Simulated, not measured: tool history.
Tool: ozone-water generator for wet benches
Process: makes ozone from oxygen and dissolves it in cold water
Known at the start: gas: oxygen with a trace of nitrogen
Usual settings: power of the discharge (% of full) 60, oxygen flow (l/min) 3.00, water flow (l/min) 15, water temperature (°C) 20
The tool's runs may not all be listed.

| run | day | power of the discharge (% of full) | oxygen flow (l/min) | water flow (l/min) | water temperature (°C) | dissolved ozone (ppm) | ozone in the gas ahead of the water (g/m3) |
|---|---|---|---|---|---|---|---|
| 1 | 0.000 | 60 | 3.00 | 15 | 20 | 13.3 | 140.5 |
| 2 | 4.875 | 60 | 3.00 | 15 | 20 | 13.3 | 139.6 |
| 3 | 8.062 | 60 | 3.00 | 15 | 20 | 13.2 | 140.7 |
| 4 | 12.871 | 60 | 3.00 | 15 | 20 | 13.3 | 140.1 |
| 5 | 16.562 | 60 | 3.00 | 15 | 20 | 13.1 | 140.0 |
| 6 | 19.433 | 60 | 3.00 | 15 | 20 | 13.2 | 140.6 |
| 7 | 23.179 | 60 | 3.00 | 10 | 20 | 17.7 | 140.3 |
| 8 | 27.062 | 60 | 3.00 | 15 | 20 | 12.9 | 140.2 |
| 9 | 30.250 | 60 | 3.00 | 15 | 20 | 13.3 | 139.0 |
| 10 | 35.946 | 60 | 3.00 | 15 | 20 | 13.1 | 140.2 |
| 11 | 42.088 | 60 | 3.00 | 15 | 16 | 13.9 | 138.6 |
| 12 | 44.921 | 60 | 3.00 | 15 | 16 | 13.9 | 140.1 |
| 13 | 49.071 | 60 | 3.00 | 15 | 16 | 13.9 | 140.6 |
| 14 | 54.725 | 60 | 3.89 | 15 | 20 | 13.1 | 119.2 |
| 15 | 59.688 | 60 | 3.89 | 15 | 20 | 13.2 | 120.1 |
| 16 | 65.129 | 60 | 3.89 | 15 | 20 | 13.3 | 121.8 |
| 17 | 69.500 | 50 | 3.89 | 15 | 23 | 10.7 | 103.8 |
| 18 | 72.504 | 50 | 3.89 | 15 | 23 | 10.7 | 102.8 |
| 19 | 76.692 | 50 | 3.89 | 15 | 23 | 10.9 | 103.2 |
| 20 | 79.512 | 60 | 2.84 | 15 | 17 | 13.6 | 145.3 |
| 21 | 83.746 | 60 | 2.84 | 17 | 17 | 12.3 | 146.5 |
| 22 | 88.875 | 60 | 2.84 | 17 | 13 | 12.8 | 145.2 |
| 23 | 93.188 | 60 | 2.84 | 17 | 13 | 12.8 | 143.9 |
| 24 | 97.629 | 80 | 3.00 | 10 | 20 | 22.8 | 178.4 |
| 25 | 103.879 | 80 | 3.00 | 10 | 20 | 22.9 | 177.8 |
| 26 | 107.800 | 80 | 3.00 | 10 | 20 | 22.7 | 178.3 |
| 27 | 112.788 | 41 | 3.33 | 22 | 20 | 7.2 | 95.9 |
| 28 | 117.517 | 64 | 3.70 | 14 | 19 | 14.9 | 130.6 |
| 29 | 122.450 | 72 | 3.00 | 15 | 15 | 16.7 | 162.8 |
| 30 | 125.854 | 72 | 3.00 | 15 | 15 | 16.3 | 163.0 |
| 31 | 131.888 | 60 | 3.35 | 11 | 20 | 16.7 | 132.6 |

Taken out of this log: 2 entries between the listed runs. Where each belongs, and how the hidden state differs across it:
Between runs 14 and 15: electrodes of the discharge changed (day 55.383)
  yield of the discharge, % of new electrodes': 99.6 -> 100
Between runs 21 and 22: contactor cleaned (day 85.092)
  yield of the discharge, % of new electrodes': 100 -> 99.9; contactor's efficiency, % of a clean one's: 99.7 -> 100
